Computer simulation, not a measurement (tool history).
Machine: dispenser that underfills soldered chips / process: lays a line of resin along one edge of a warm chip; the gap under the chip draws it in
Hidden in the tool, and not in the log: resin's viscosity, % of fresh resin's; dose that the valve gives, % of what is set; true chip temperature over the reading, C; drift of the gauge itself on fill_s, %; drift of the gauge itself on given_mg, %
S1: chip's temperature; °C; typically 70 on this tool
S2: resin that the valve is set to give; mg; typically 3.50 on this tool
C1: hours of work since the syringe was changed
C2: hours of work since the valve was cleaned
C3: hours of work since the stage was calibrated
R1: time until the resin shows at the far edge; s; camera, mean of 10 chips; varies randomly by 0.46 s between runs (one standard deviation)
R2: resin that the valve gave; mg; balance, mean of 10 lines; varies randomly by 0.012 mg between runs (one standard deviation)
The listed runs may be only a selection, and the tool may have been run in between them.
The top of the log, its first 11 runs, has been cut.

{"run": 12, "day": 1.617, "S1": 70, "S2": 3.5, "C1": 5, "C2": 47, "C3": 122, "R1": 43.1, "R2": 3.42}
{"day": 1.667, "done": "new syringe of resin"}
{"run": 13, "day": 1.808, "S1": 70, "S2": 3.5, "C1": 3, "C2": 50, "C3": 125, "R1": 38.6, "R2": 3.41}
{"run": 14, "day": 1.892, "S1": 70, "S2": 3.5, "C1": 4, "C2": 52, "C3": 127, "R1": 42.0, "R2": 3.39}
{"day": 1.958, "done": "new syringe of resin"}
{"run": 15, "day": 2.012, "S1": 70, "S2": 3.5, "C1": 1, "C2": 54, "C3": 129, "R1": 35.5, "R2": 3.39}
{"run": 16, "day": 2.212, "S1": 70, "S2": 3.5, "C1": 5, "C2": 58, "C3": 133, "R1": 42.1, "R2": 3.37}
{"day": 2.238, "done": "new syringe of resin"}
{"day": 2.462, "done": "dispensing valve cleaned and set on the balance"}
{"run": 17, "day": 2.467, "S1": 70, "S2": 3.5, "C1": 4, "C2": 0, "C3": 136, "R1": 39.1, "R2": 3.5}
{"day": 2.567, "done": "new syringe of resin"}
{"run": 18, "day": 2.638, "S1": 70, "S2": 3.43, "C1": 1, "C2": 3, "C3": 139, "R1": 36.1, "R2": 3.41}
{"run": 19, "day": 2.792, "S1": 76, "S2": 3.04, "C1": 4, "C2": 6, "C3": 142, "R1": 35.8, "R2": 3.04}
{"day": 2.85, "done": "new syringe of resin"}
{"run": 20, "day": 2.996, "S1": 59, "S2": 4.08, "C1": 3, "C2": 10, "C3": 146, "R1": 54.3, "R2": 4.05}
{"day": 3.129, "done": "new syringe of resin"}
{"run": 21, "day": 3.154, "S1": 59, "S2": 4.08, "C1": 0, "C2": 12, "C3": 149, "R1": 47.6, "R2": 4.04}
{"run": 22, "day": 3.346, "S1": 74, "S2": 3.25, "C1": 4, "C2": 16, "C3": 152, "R1": 36.4, "R2": 3.23}
{"day": 3.421, "done": "new syringe of resin"}
{"run": 23, "day": 3.542, "S1": 70, "S2": 4.41, "C1": 2, "C2": 19, "C3": 156, "R1": 36.6, "R2": 4.36}
{"run": 24, "day": 3.638, "S1": 70, "S2": 4.19, "C1": 4, "C2": 21, "C3": 158, "R1": 40.7, "R2": 4.15}
{"day": 3.717, "done": "new syringe of resin"}
{"run": 25, "day": 3.804, "S1": 70, "S2": 4.19, "C1": 2, "C2": 24, "C3": 160, "R1": 35.9, "R2": 4.11}
{"day": 4.004, "done": "new syringe of resin"}
{"run": 26, "day": 4.029, "S1": 81, "S2": 3.1, "C1": 0, "C2": 28, "C3": 164, "R1": 25.1, "R2": 3.05}
{"run": 27, "day": 4.142, "S1": 81, "S2": 3.1, "C1": 3, "C2": 30, "C3": 167, "R1": 28.2, "R2": 3.04}
{"day": 4.296, "done": "new syringe of resin"}
{"run": 28, "day": 4.354, "S1": 81, "S2": 3.1, "C1": 1, "C2": 34, "C3": 170, "R1": 25.6, "R2": 3.05}
{"run": 29, "day": 4.521, "S1": 81, "S2": 3.1, "C1": 4, "C2": 37, "C3": 173, "R1": 30.9, "R2": 3.01}
{"day": 4.588, "done": "new syringe of resin"}
{"run": 30, "day": 4.658, "S1": 81, "S2": 3.1, "C1": 1, "C2": 39, "C3": 176, "R1": 26.0, "R2": 3.02}
{"run": 31, "day": 4.775, "S1": 81, "S2": 3.1, "C1": 3, "C2": 42, "C3": 178, "R1": 28.4, "R2": 3.01}
{"day": 4.879, "done": "new syringe of resin"}
{"run": 32, "day": 4.975, "S1": 69, "S2": 3.39, "C1": 2, "C2": 45, "C3": 181, "R1": 37.9, "R2": 3.31}
{"run": 33, "day": 5.133, "S1": 73, "S2": 3.7, "C1": 5, "C2": 48, "C3": 185, "R1": 38.6, "R2": 3.58}
{"day": 5.167, "done": "new syringe of resin"}
{"run": 34, "day": 5.271, "S1": 74, "S2": 3.5, "C1": 2, "C2": 51, "C3": 187, "R1": 32.2, "R2": 3.41}
{"run": 35, "day": 5.375, "S1": 70, "S2": 4.39, "C1": 4, "C2": 53, "C3": 189, "R1": 40.1, "R2": 4.23}
{"day": 5.454, "done": "new syringe of resin"}
{"run": 36, "day": 5.575, "S1": 65, "S2": 3.64, "C1": 2, "C2": 56, "C3": 192, "R1": 44.4, "R2": 3.52}

Predict each of these 3 candidate next runs independently; none follows another, all start after run 36:
{"day": 5.738, "done": "new syringe of resin"}
{"run": "A", "day": 5.775, "S1": 84, "S2": 3.79, "C1": 1, "C2": 60, "C3": 196, "R1": "?", "R2": "?"}
{"day": 5.738, "done": "new syringe of resin"}
{"run": "B", "day": 5.775, "S1": 66, "S2": 3.75, "C1": 1, "C2": 60, "C3": 196, "R1": "?", "R2": "?"}
{"day": 5.738, "done": "new syringe of resin"}
{"run": "C", "day": 5.775, "S1": 65, "S2": 3.7, "C1": 1, "C2": 60, "C3": 196, "R1": "?", "R2": "?"}

run=A R1=22.1 R2=3.64
run=B R1=38.9 R2=3.64
run=C R1=39.5 R2=3.54
Stripped of hidden state, with their random variation kept, the same runs would have yielded:
run=A R1=22.4 R2=3.78
run=B R1=39.5 R2=3.77
run=C R1=40.1 R2=3.67
